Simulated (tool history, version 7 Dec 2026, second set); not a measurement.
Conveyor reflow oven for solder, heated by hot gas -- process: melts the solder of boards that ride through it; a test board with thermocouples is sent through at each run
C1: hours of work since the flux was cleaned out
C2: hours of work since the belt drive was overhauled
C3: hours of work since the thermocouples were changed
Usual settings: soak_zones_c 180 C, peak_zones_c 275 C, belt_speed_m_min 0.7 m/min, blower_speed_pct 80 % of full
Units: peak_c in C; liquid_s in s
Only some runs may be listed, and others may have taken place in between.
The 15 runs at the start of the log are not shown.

Run 16, hour 524.4: usual settings but peak_zones_c 282 C, belt_speed_m_min 0.837 m/min, blower_speed_pct 67 % of full; C1 168; C2 217; C3 574. Result: peak_c 254.8 C, liquid_s 43.6 s.
Run 17, hour 555.2: usual settings but soak_zones_c 194 C, belt_speed_m_min 0.836 m/min, blower_speed_pct 68 % of full; C1 188; C2 237; C3 594. Result: peak_c 253.1 C, liquid_s 47.8 s.
Run 18, hour 582.5: usual settings but soak_zones_c 177 C, peak_zones_c 268 C, belt_speed_m_min 0.836 m/min; C1 207; C2 255; C3 612. Result: peak_c 247.8 C, liquid_s 39.9 s.
Run 19, hour 630.5: usual settings but soak_zones_c 183 C, peak_zones_c 278 C, belt_speed_m_min 0.694 m/min, blower_speed_pct 65 % of full; C1 238; C2 287; C3 644. Result: peak_c 258.6 C, liquid_s 57.7 s.
Run 20, hour 659.2: usual settings but soak_zones_c 183 C, peak_zones_c 278 C, belt_speed_m_min 0.694 m/min, blower_speed_pct 65 % of full; C1 257; C2 306; C3 663. Result: peak_c 258.6 C, liquid_s 57.6 s.
Run 21, hour 699.6: usual settings but soak_zones_c 195 C, peak_zones_c 274 C, belt_speed_m_min 0.673 m/min, blower_speed_pct 85 % of full; C1 284; C2 333; C3 690. Result: peak_c 263.9 C, liquid_s 68 s.
At hour 712.5: flux residue cleaned out of gas plates and filters.
Run 22, hour 743: usual settings but soak_zones_c 195 C, peak_zones_c 274 C, belt_speed_m_min 0.743 m/min, blower_speed_pct 84 % of full; C1 20; C2 358; C3 715. Result: peak_c 263.4 C, liquid_s 61.4 s.
Run 23, hour 768.2: usual settings but peak_zones_c 267 C; C1 37; C2 375; C3 732. Result: peak_c 255.3 C, liquid_s 55.7 s.
Run 24, hour 789.8: usual settings but peak_zones_c 267 C; C1 51; C2 389; C3 746. Result: peak_c 255.3 C, liquid_s 55.3 s.
Run 25, hour 827.2: usual settings but soak_zones_c 192 C, peak_zones_c 269 C, belt_speed_m_min 0.597 m/min, blower_speed_pct 54 % of full; C1 76; C2 414; C3 771. Result: peak_c 255.7 C, liquid_s 69.7 s.
Run 26, hour 861.1: usual settings but soak_zones_c 192 C, peak_zones_c 269 C, belt_speed_m_min 0.597 m/min, blower_speed_pct 54 % of full; C1 98; C2 436; C3 794. Result: peak_c 255.4 C, liquid_s 69.9 s.
Run 27, hour 905.4: usual settings but soak_zones_c 193 C, belt_speed_m_min 0.675 m/min; C1 128; C2 466; C3 823. Result: peak_c 264.8 C, liquid_s 67.1 s.
Run 28, hour 932.9: usual settings but soak_zones_c 186 C, peak_zones_c 267 C, belt_speed_m_min 0.637 m/min, blower_speed_pct 52 % of full; C1 146; C2 484; C3 841. Result: peak_c 249.6 C, liquid_s 57.3 s.
Run 29, hour 953.3: usual settings but peak_zones_c 285 C, blower_speed_pct 59 % of full; C1 159; C2 497; C3 855. Result: peak_c 261.7 C, liquid_s 58.1 s.
Run 30, hour 979.5: usual settings but soak_zones_c 188 C, peak_zones_c 273 C, belt_speed_m_min 0.607 m/min, blower_speed_pct 65 % of full; C1 177; C2 515; C3 872. Result: peak_c 261.3 C, liquid_s 70.9 s.

Forecast each of these 3 alternatives for the next run:
Run A, hour 1023.7: usual settings but belt_speed_m_min 0.634 m/min; C1 206; C2 544; C3 901. Result: peak_c ?, liquid_s ?.
Run B, hour 1023.7: usual settings but soak_zones_c 188 C, peak_zones_c 273 C, belt_speed_m_min 0.62 m/min, blower_speed_pct 65 % of full; C1 206; C2 544; C3 901. Result: peak_c ?, liquid_s ?.
Run C, hour 1023.7: usual settings but soak_zones_c 188 C, peak_zones_c 273 C, belt_speed_m_min 0.8 m/min, blower_speed_pct 81 % of full; C1 206; C2 544; C3 901. Result: peak_c ?, liquid_s ?.

run  peak_c  liquid_s
  A   264.3      66.7
  B   260.1      69.2
  C   256.8      51.4
Had the tool no hidden state, the same runs would have come out as:
run  peak_c  liquid_s
  A   262.8      65.5
  B   258.5      67.7
  C   255.8      50.6
